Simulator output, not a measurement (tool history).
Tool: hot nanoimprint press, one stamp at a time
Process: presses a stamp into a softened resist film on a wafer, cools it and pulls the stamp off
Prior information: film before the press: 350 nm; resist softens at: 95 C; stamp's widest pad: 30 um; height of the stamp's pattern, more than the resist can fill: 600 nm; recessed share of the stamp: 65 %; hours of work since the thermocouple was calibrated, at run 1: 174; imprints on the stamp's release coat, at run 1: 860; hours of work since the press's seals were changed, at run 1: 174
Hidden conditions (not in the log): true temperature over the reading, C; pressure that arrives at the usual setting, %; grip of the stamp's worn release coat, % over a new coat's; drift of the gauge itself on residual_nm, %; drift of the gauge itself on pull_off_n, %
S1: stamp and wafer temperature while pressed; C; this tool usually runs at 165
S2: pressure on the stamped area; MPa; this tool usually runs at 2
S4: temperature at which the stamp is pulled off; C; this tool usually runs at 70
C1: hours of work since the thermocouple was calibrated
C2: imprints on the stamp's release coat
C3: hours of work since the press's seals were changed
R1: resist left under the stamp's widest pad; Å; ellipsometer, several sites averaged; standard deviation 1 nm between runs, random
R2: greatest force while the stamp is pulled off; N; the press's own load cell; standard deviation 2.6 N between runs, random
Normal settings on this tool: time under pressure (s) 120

run 1 hour=0 | S1=165 S2=2 time_under_pressure_(s)=120 S4=70 | C1=174 C2=860 C3=174 | R1=1537 R2=118
-- hour=70.5 stamp cleaned and given a new release coat
run 2 hour=88 | S1=165 S2=2 time_under_pressure_(s)=120 S4=70 | C1=218 C2=47 C3=218 | R1=1526 R2=120
run 3 hour=178.8 | S1=165 S2=2 time_under_pressure_(s)=120 S4=70 | C1=267 C2=289 C3=267 | R1=1529 R2=117
run 4 hour=258.7 | S1=165 S2=2 time_under_pressure_(s)=120 S4=70 | C1=310 C2=502 C3=310 | R1=1541 R2=125
run 5 hour=346.8 | S1=165 S2=2 time_under_pressure_(s)=120 S4=70 | C1=357 C2=737 C3=357 | R1=1531 R2=120
run 6 hour=395.8 | S1=165 S2=2 time_under_pressure_(s)=120 S4=70 | C1=384 C2=868 C3=384 | R1=1530 R2=120
run 7 hour=448.3 | S1=165 S2=2 time_under_pressure_(s)=120 S4=67 | C1=412 C2=1007 C3=412 | R1=1525 R2=128
-- hour=461.3 stamp cleaned and given a new release coat
run 8 hour=512.8 | S1=165 S2=2 time_under_pressure_(s)=120 S4=67 | C1=443 C2=138 C3=443 | R1=1526 R2=121
-- hour=557.9 plate thermocouple calibrated
run 9 hour=595.4 | S1=165 S2=2.2 time_under_pressure_(s)=120 S4=67 | C1=20 C2=350 C3=486 | R1=1440 R2=122
run 10 hour=636 | S1=165 S2=2.2 time_under_pressure_(s)=120 S4=67 | C1=42 C2=458 C3=508 | R1=1471 R2=125
run 11 hour=723.9 | S1=165 S2=2.2 time_under_pressure_(s)=120 S4=67 | C1=89 C2=693 C3=555 | R1=1465 R2=126
run 12 hour=774.4 | S1=165 S2=2.2 time_under_pressure_(s)=120 S4=67 | C1=117 C2=827 C3=583 | R1=1458 R2=128
-- hour=853 stamp cleaned and given a new release coat
run 13 hour=862.9 | S1=165 S2=2.2 time_under_pressure_(s)=120 S4=67 | C1=161 C2=26 C3=627 | R1=1468 R2=128
run 14 hour=953.5 | S1=165 S2=2.2 time_under_pressure_(s)=120 S4=67 | C1=210 C2=268 C3=676 | R1=1452 R2=126
run 15 hour=1005.1 | S1=165 S2=2.2 time_under_pressure_(s)=120 S4=67 | C1=238 C2=406 C3=704 | R1=1460 R2=122
run 16 hour=1068.8 | S1=176 S2=2.47 time_under_pressure_(s)=125 S4=62 | C1=272 C2=575 C3=738 | R1=885 R2=144
run 17 hour=1114.1 | S1=165 S2=1.79 time_under_pressure_(s)=77 S4=70 | C1=296 C2=696 C3=762 | R1=1879 R2=117
run 18 hour=1197.7 | S1=153 S2=2.29 time_under_pressure_(s)=106 S4=72 | C1=341 C2=919 C3=807 | R1=2301 R2=115
-- hour=1248.2 stamp cleaned and given a new release coat
run 19 hour=1285.2 | S1=153 S2=2.3 time_under_pressure_(s)=106 S4=62 | C1=385 C2=99 C3=851 | R1=2289 R2=140
run 20 hour=1337.5 | S1=176 S2=2.63 time_under_pressure_(s)=120 S4=70 | C1=413 C2=238 C3=880 | R1=872 R2=119
run 21 hour=1428.5 | S1=154 S2=2.63 time_under_pressure_(s)=120 S4=77 | C1=462 C2=481 C3=929 | R1=2045 R2=95
-- hour=1437.3 plate thermocouple calibrated
run 22 hour=1512.5 | S1=165 S2=1.64 time_under_pressure_(s)=222 S4=67 | C1=40 C2=697 C3=972 | R1=1363 R2=130
-- hour=1529.1 press's hydraulic seals changed and the load cell set to zero
run 23 hour=1604.3 | S1=165 S2=2 time_under_pressure_(s)=169 S4=70 | C1=86 C2=920 C3=40 | R1=1351 R2=118
-- hour=1650.4 stamp cleaned and given a new release coat
run 24 hour=1678.1 | S1=155 S2=2 time_under_pressure_(s)=193 S4=70 | C1=122 C2=74 C3=77 | R1=1899 R2=115
run 25 hour=1735.7 | S1=165 S2=2 time_under_pressure_(s)=120 S4=66 | C1=153 C2=228 C3=108 | R1=1555 R2=134
run 26 hour=1813.7 | S1=165 S2=2 time_under_pressure_(s)=212 S4=59 | C1=195 C2=436 C3=150 | R1=1254 R2=155
run 27 hour=1891.6 | S1=165 S2=2 time_under_pressure_(s)=212 S4=59 | C1=237 C2=644 C3=192 | R1=1243 R2=151
run 28 hour=1988.5 | S1=173 S2=1.35 time_under_pressure_(s)=102 S4=63 | C1=289 C2=902 C3=244 | R1=1505 R2=140
-- hour=2045 stamp cleaned and given a new release coat
run 29 hour=2053.7 | S1=165 S2=3.12 time_under_pressure_(s)=160 S4=73 | C1=321 C2=23 C3=276 | R1=1089 R2=109
run 30 hour=2140.2 | S1=165 S2=3.12 time_under_pressure_(s)=160 S4=73 | C1=368 C2=254 C3=323 | R1=1076 R2=115

Branching from run 30: 3 alternative next runs. What would each branch give?
run A hour=2191.6 | S1=165 S2=1.38 time_under_pressure_(s)=129 S4=67 | C1=396 C2=391 C3=350 | R1=? R2=?
run B hour=2191.6 | S1=176 S2=2 time_under_pressure_(s)=120 S4=70 | C1=396 C2=391 C3=350 | R1=? R2=?
run C hour=2191.6 | S1=173 S2=1.78 time_under_pressure_(s)=160 S4=73 | C1=396 C2=391 C3=350 | R1=? R2=?

run=A R1=1799 R2=124
run=B R1=1020 R2=121
run=C R1=1099 R2=108
Stripped of hidden state, with their random variation kept, the same runs would have yielded:
run=A R1=1797 R2=123
run=B R1=1018 R2=121
run=C R1=1098 R2=108

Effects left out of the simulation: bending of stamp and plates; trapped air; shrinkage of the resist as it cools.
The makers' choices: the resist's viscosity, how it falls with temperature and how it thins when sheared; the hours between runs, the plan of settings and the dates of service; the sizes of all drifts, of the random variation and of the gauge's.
